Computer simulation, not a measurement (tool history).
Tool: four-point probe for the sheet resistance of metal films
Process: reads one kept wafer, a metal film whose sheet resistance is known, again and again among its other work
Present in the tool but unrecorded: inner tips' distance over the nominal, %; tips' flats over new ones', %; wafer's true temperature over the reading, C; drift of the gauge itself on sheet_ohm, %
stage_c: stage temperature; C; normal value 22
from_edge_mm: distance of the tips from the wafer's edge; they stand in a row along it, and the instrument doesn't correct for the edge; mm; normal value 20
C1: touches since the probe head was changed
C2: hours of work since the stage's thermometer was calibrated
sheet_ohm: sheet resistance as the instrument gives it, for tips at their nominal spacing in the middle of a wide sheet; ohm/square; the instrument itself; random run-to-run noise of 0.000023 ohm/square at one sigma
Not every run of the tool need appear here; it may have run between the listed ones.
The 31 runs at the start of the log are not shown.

run 32 day=98.850 | stage_c=29 from_edge_mm=68 | C1=13027 C2=276 | sheet_ohm=0.113320
run 33 day=100.971 | stage_c=22 from_edge_mm=8 | C1=14759 C2=309 | sheet_ohm=0.113906
run 34 day=102.942 | stage_c=19 from_edge_mm=5 | C1=16370 C2=340 | sheet_ohm=0.114481
run 35 day=106.808 | stage_c=21 from_edge_mm=42 | C1=19528 C2=400 | sheet_ohm=0.113815
run 36 day=111.017 | stage_c=25 from_edge_mm=29 | C1=22963 C2=466 | sheet_ohm=0.113739
run 37 day=115.021 | stage_c=18 from_edge_mm=62 | C1=26235 C2=528 | sheet_ohm=0.114121
run 38 day=117.846 | stage_c=18 from_edge_mm=25 | C1=28542 C2=572 | sheet_ohm=0.114206
run 39 day=121.738 | stage_c=18 from_edge_mm=25 | C1=31720 C2=633 | sheet_ohm=0.114287
run 40 day=125.925 | stage_c=18 from_edge_mm=13 | C1=35141 C2=698 | sheet_ohm=0.114408
run 41 day=130.433 | stage_c=31 from_edge_mm=5 | C1=38820 C2=769 | sheet_ohm=0.114487
run 42 day=134.388 | stage_c=28 from_edge_mm=44 | C1=42052 C2=830 | sheet_ohm=0.114071
run 43 day=138.033 | stage_c=19 from_edge_mm=8 | C1=45029 C2=887 | sheet_ohm=0.114780
run 44 day=142.429 | stage_c=19 from_edge_mm=8 | C1=48619 C2=956 | sheet_ohm=0.114870

Here are 3 independent what-if runs from the current tool condition. What would each one return?
run A day=146.321 | stage_c=29 from_edge_mm=11 | C1=51799 C2=1017 | sheet_ohm=?
run B day=146.321 | stage_c=25 from_edge_mm=43 | C1=51799 C2=1017 | sheet_ohm=?
run C day=146.321 | stage_c=31 from_edge_mm=21 | C1=51799 C2=1017 | sheet_ohm=?

run=A sheet_ohm=0.114344
run=B sheet_ohm=0.114405
run=C sheet_ohm=0.114184
The same runs, with their run-to-run variation unchanged, on a tool lacking any hidden condition would have given:
run=A sheet_ohm=0.112747
run=B sheet_ohm=0.112806
run=C sheet_ohm=0.112591
